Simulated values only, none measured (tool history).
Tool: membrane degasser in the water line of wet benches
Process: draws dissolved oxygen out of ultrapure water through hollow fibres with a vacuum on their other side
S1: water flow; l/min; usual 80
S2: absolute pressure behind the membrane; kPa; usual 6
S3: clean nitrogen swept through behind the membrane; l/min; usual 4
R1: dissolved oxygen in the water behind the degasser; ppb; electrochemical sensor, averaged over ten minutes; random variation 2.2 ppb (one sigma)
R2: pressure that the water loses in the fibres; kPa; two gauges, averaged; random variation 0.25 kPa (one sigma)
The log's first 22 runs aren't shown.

run	hour	S1	S2	S3	R1	R2
23	4979.4	63	6	4	188.9	54.04
24	5169	70	9.71	4	356.8	60.25
# hour 5333.9: vacuum gauge calibrated, once more
25	5378.2	80	10.49	2.21	625.4	68.62
26	5523.1	80	10.49	2.21	631.8	69.25
27	5670.1	80	10.49	2.21	623.1	69.56
28	5840.8	80	5.65	2.76	275.5	69.48
29	6021.2	112	4.27	6.02	264.4	97.46
30	6240.6	94	7.02	6.87	285.9	81.3
31	6481.4	52	7.32	4.14	177.5	45.5
32	6671.1	52	7.32	4.14	181.2	45.32
33	6869.1	52	7.73	4.14	191.2	45.39

Forecast each of these 3 alternatives for the next run:
# hour 7057.7: seals of the vacuum lines changed
A	7062.1	51	6	4	?	?
# hour 7057.7: seals of the vacuum lines changed
B	7062.1	122	5.38	2.04	?	?
# hour 7057.7: seals of the vacuum lines changed
C	7062.1	119	6	2.98	?	?

run	R1	R2
A	142.5	44.35
B	487.3	106.28
C	462.8	103.5
Without the tool's hidden state the same runs would have given:
run	R1	R2
A	124.1	41.64
B	428.4	99.8
C	407.7	97.17

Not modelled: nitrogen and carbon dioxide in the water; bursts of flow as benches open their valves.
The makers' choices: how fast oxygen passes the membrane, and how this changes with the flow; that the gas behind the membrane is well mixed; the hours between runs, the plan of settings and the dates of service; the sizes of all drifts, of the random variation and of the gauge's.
